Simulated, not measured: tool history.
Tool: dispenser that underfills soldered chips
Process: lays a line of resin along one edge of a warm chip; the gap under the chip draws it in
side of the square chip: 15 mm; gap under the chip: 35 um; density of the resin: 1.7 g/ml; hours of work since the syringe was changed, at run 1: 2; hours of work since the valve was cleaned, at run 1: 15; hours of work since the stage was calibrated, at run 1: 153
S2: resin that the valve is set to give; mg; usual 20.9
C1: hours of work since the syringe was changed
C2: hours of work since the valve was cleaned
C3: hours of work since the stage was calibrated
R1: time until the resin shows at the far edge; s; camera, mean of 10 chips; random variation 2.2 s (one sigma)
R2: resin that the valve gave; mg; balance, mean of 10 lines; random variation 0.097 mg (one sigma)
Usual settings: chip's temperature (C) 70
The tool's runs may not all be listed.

{"run": 1, "hour": 0.0, "chip's temperature (C)": 70, "S2": 20.9, "C1": 2, "C2": 15, "C3": 153, "R1": 237.6, "R2": 20.51}
{"hour": 6.4, "done": "new syringe of resin"}
{"run": 2, "hour": 7.6, "chip's temperature (C)": 70, "S2": 20.9, "C1": 1, "C2": 19, "C3": 158, "R1": 231.8, "R2": 20.47}
{"run": 3, "hour": 12.5, "chip's temperature (C)": 70, "S2": 20.9, "C1": 4, "C2": 23, "C3": 161, "R1": 294.3, "R2": 20.5}
{"hour": 15.5, "done": "new syringe of resin"}
{"run": 4, "hour": 22.8, "chip's temperature (C)": 70, "S2": 20.9, "C1": 5, "C2": 29, "C3": 168, "R1": 308.4, "R2": 20.4}
{"hour": 24.3, "done": "new syringe of resin"}
{"run": 5, "hour": 28.9, "chip's temperature (C)": 70, "S2": 20.9, "C1": 3, "C2": 33, "C3": 171, "R1": 265.3, "R2": 20.17}
{"hour": 33.1, "done": "new syringe of resin"}
{"run": 6, "hour": 38.4, "chip's temperature (C)": 70, "S2": 20.9, "C1": 3, "C2": 39, "C3": 177, "R1": 281.3, "R2": 20.23}
{"hour": 42.1, "done": "new syringe of resin"}
{"run": 7, "hour": 43.7, "chip's temperature (C)": 65, "S2": 20.9, "C1": 1, "C2": 42, "C3": 180, "R1": 308.5, "R2": 20.11}
{"hour": 50.8, "done": "new syringe of resin"}
{"run": 8, "hour": 50.8, "chip's temperature (C)": 65, "S2": 20.9, "C1": 0, "C2": 46, "C3": 185, "R1": 278.4, "R2": 20.01}
{"run": 9, "hour": 57.5, "chip's temperature (C)": 70, "S2": 20.9, "C1": 4, "C2": 50, "C3": 189, "R1": 290.7, "R2": 19.89}
{"hour": 59.4, "done": "new syringe of resin"}
{"run": 10, "hour": 64.3, "chip's temperature (C)": 61, "S2": 20.9, "C1": 3, "C2": 54, "C3": 193, "R1": 437.8, "R2": 19.73}
{"hour": 68.3, "done": "new syringe of resin"}
{"run": 11, "hour": 69.5, "chip's temperature (C)": 61, "S2": 20.9, "C1": 1, "C2": 58, "C3": 196, "R1": 365.8, "R2": 19.74}
{"run": 12, "hour": 74.8, "chip's temperature (C)": 70, "S2": 20.9, "C1": 4, "C2": 61, "C3": 200, "R1": 282.7, "R2": 19.65}
{"hour": 76.9, "done": "new syringe of resin"}
{"run": 13, "hour": 81.0, "chip's temperature (C)": 70, "S2": 20.9, "C1": 3, "C2": 65, "C3": 204, "R1": 259.7, "R2": 19.62}
{"hour": 85.8, "done": "new syringe of resin"}
{"run": 14, "hour": 92.1, "chip's temperature (C)": 70, "S2": 20.9, "C1": 4, "C2": 72, "C3": 211, "R1": 285.8, "R2": 19.59}
{"hour": 94.6, "done": "new syringe of resin"}
{"run": 15, "hour": 99.4, "chip's temperature (C)": 70, "S2": 20.9, "C1": 3, "C2": 76, "C3": 215, "R1": 271.7, "R2": 19.44}
{"hour": 103.6, "done": "new syringe of resin"}
{"run": 16, "hour": 110.4, "chip's temperature (C)": 70, "S2": 20.9, "C1": 4, "C2": 83, "C3": 222, "R1": 295.3, "R2": 19.17}
{"hour": 112.1, "done": "new syringe of resin"}
{"run": 17, "hour": 118.6, "chip's temperature (C)": 64, "S2": 20.9, "C1": 4, "C2": 88, "C3": 227, "R1": 394.7, "R2": 19.23}
{"hour": 121.3, "done": "new syringe of resin"}
{"run": 18, "hour": 124.8, "chip's temperature (C)": 70, "S2": 20.9, "C1": 2, "C2": 92, "C3": 231, "R1": 252.7, "R2": 18.97}
{"hour": 130.3, "done": "new syringe of resin"}
{"run": 19, "hour": 134.7, "chip's temperature (C)": 58, "S2": 21.3, "C1": 3, "C2": 98, "C3": 237, "R1": 502.4, "R2": 19.35}
{"hour": 139.5, "done": "new syringe of resin"}
{"run": 20, "hour": 143.6, "chip's temperature (C)": 82, "S2": 25.2, "C1": 3, "C2": 104, "C3": 242, "R1": 138.3, "R2": 22.75}
{"hour": 148.2, "done": "new syringe of resin"}
{"run": 21, "hour": 153.0, "chip's temperature (C)": 62, "S2": 23.1, "C1": 3, "C2": 109, "C3": 248, "R1": 402.5, "R2": 20.65}
{"hour": 157.2, "done": "new syringe of resin"}
{"run": 22, "hour": 159.3, "chip's temperature (C)": 62, "S2": 23.1, "C1": 1, "C2": 113, "C3": 252, "R1": 353.6, "R2": 20.61}
{"hour": 165.8, "done": "new syringe of resin"}
{"hour": 169.3, "done": "dispensing valve cleaned and set on the balance"}
{"run": 23, "hour": 171.3, "chip's temperature (C)": 62, "S2": 23.1, "C1": 3, "C2": 1, "C3": 259, "R1": 395.6, "R2": 23.01}
{"hour": 176.2, "done": "new syringe of resin"}
{"run": 24, "hour": 179.5, "chip's temperature (C)": 62, "S2": 23.1, "C1": 2, "C2": 6, "C3": 264, "R1": 376.7, "R2": 22.86}
{"run": 25, "hour": 184.3, "chip's temperature (C)": 82, "S2": 20.7, "C1": 5, "C2": 9, "C3": 267, "R1": 167.1, "R2": 20.49}
{"hour": 185.2, "done": "new syringe of resin"}
{"run": 26, "hour": 192.9, "chip's temperature (C)": 65, "S2": 19.2, "C1": 5, "C2": 15, "C3": 272, "R1": 400.0, "R2": 19.05}
{"hour": 194.0, "done": "new syringe of resin"}
{"run": 27, "hour": 201.9, "chip's temperature (C)": 65, "S2": 18.5, "C1": 5, "C2": 20, "C3": 278, "R1": 412.4, "R2": 18.03}
{"hour": 202.8, "done": "new syringe of resin"}
{"run": 28, "hour": 210.0, "chip's temperature (C)": 79, "S2": 23.2, "C1": 5, "C2": 25, "C3": 283, "R1": 185.9, "R2": 22.43}
{"hour": 211.7, "done": "new syringe of resin"}
{"run": 29, "hour": 216.8, "chip's temperature (C)": 65, "S2": 26.7, "C1": 3, "C2": 29, "C3": 287, "R1": 340.7, "R2": 26.0}
{"hour": 220.5, "done": "new syringe of resin"}
{"run": 30, "hour": 223.7, "chip's temperature (C)": 65, "S2": 26.7, "C1": 2, "C2": 34, "C3": 291, "R1": 307.7, "R2": 25.96}
{"hour": 229.3, "done": "new syringe of resin"}
{"run": 31, "hour": 233.4, "chip's temperature (C)": 67, "S2": 24.6, "C1": 3, "C2": 40, "C3": 297, "R1": 284.9, "R2": 23.57}
{"hour": 238.1, "done": "new syringe of resin"}
{"run": 32, "hour": 238.9, "chip's temperature (C)": 63, "S2": 19.1, "C1": 1, "C2": 43, "C3": 301, "R1": 321.5, "R2": 18.42}
{"hour": 246.9, "done": "new syringe of resin"}
{"run": 33, "hour": 249.5, "chip's temperature (C)": 56, "S2": 18.8, "C1": 2, "C2": 50, "C3": 307, "R1": 508.6, "R2": 17.87}
{"run": 34, "hour": 254.9, "chip's temperature (C)": 56, "S2": 18.8, "C1": 5, "C2": 53, "C3": 311, "R1": 669.0, "R2": 17.73}
{"hour": 256.2, "done": "new syringe of resin"}
{"run": 35, "hour": 264.3, "chip's temperature (C)": 82, "S2": 20.3, "C1": 5, "C2": 59, "C3": 316, "R1": 168.4, "R2": 19.03}

Forecast each of these 4 alternatives for the next run:
{"hour": 265.6, "done": "new syringe of resin"}
{"run": "A", "hour": 271.9, "chip's temperature (C)": 67, "S2": 19.2, "C1": 4, "C2": 64, "C3": 321, "R1": "?", "R2": "?"}
{"hour": 265.6, "done": "new syringe of resin"}
{"run": "B", "hour": 271.9, "chip's temperature (C)": 76, "S2": 20.8, "C1": 4, "C2": 64, "C3": 321, "R1": "?", "R2": "?"}
{"hour": 265.6, "done": "new syringe of resin"}
{"run": "C", "hour": 271.9, "chip's temperature (C)": 84, "S2": 19.0, "C1": 4, "C2": 64, "C3": 321, "R1": "?", "R2": "?"}
{"hour": 265.6, "done": "new syringe of resin"}
{"run": "D", "hour": 271.9, "chip's temperature (C)": 65, "S2": 20.2, "C1": 4, "C2": 64, "C3": 321, "R1": "?", "R2": "?"}

run=A R1=335.6 R2=18.10
run=B R1=210.8 R2=19.58
run=C R1=144.4 R2=17.82
run=D R1=369.7 R2=18.77
Without the tool's hidden state the same runs would have given:
run=A R1=254.2 R2=19.32
run=B R1=160.2 R2=20.89
run=C R1=108.9 R2=19.01
run=D R1=281.2 R2=20.03

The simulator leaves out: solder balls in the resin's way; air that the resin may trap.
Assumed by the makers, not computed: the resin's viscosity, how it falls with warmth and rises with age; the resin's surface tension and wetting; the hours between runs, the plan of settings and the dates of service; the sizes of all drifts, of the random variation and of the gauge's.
